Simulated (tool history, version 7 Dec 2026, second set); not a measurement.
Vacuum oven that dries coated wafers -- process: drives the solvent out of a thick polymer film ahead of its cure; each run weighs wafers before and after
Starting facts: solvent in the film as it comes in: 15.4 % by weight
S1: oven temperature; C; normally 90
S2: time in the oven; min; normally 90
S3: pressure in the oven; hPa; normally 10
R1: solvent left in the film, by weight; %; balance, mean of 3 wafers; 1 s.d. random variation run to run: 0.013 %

run 1 hour=0 | S1=90 S2=90 S3=10 | R1=0.93
run 2 hour=8.5 | S1=90 S2=76 S3=10 | R1=1.28
run 3 hour=20.3 | S1=95 S2=90 S3=10 | R1=0.56
run 4 hour=27.7 | S1=85 S2=90 S3=10 | R1=1.49
run 5 hour=39.1 | S1=85 S2=90 S3=10 | R1=1.46
run 6 hour=49.9 | S1=85 S2=90 S3=10 | R1=1.49
run 7 hour=58.2 | S1=90 S2=90 S3=25.7 | R1=1.42
run 8 hour=68.1 | S1=90 S2=62 S3=10 | R1=1.87
run 9 hour=73.6 | S1=90 S2=62 S3=10 | R1=1.85
run 10 hour=85.8 | S1=90 S2=62 S3=10 | R1=1.87
run 11 hour=92.1 | S1=90 S2=54 S3=10 | R1=2.33
run 12 hour=100.5 | S1=91 S2=54 S3=10.8 | R1=2.18
run 13 hour=109.8 | S1=91 S2=54 S3=10.8 | R1=2.2
run 14 hour=115.3 | S1=91 S2=54 S3=10.8 | R1=2.2
run 15 hour=123.9 | S1=91 S2=54 S3=10.8 | R1=2.21
run 16 hour=131.8 | S1=96 S2=90 S3=6.8 | R1=0.44
run 17 hour=141.3 | S1=78 S2=90 S3=20.8 | R1=3

Below are 4 alternative next runs, each starting from the tool's condition after run 17. Predict each:
run A hour=148.7 | S1=96 S2=90 S3=20.8 | R1=?
run B hour=148.7 | S1=90 S2=87 S3=7.8 | R1=?
run C hour=148.7 | S1=75 S2=75 S3=20.8 | R1=?
run D hour=148.7 | S1=78 S2=84 S3=20.8 | R1=?

run=A R1=0.79
run=B R1=0.92
run=C R1=4.35
run=D R1=3.28
Take away the tool's hidden state, keep each run's random variation, and the runs would have read:
run=A R1=0.79
run=B R1=0.92
run=C R1=4.34
run=D R1=3.27
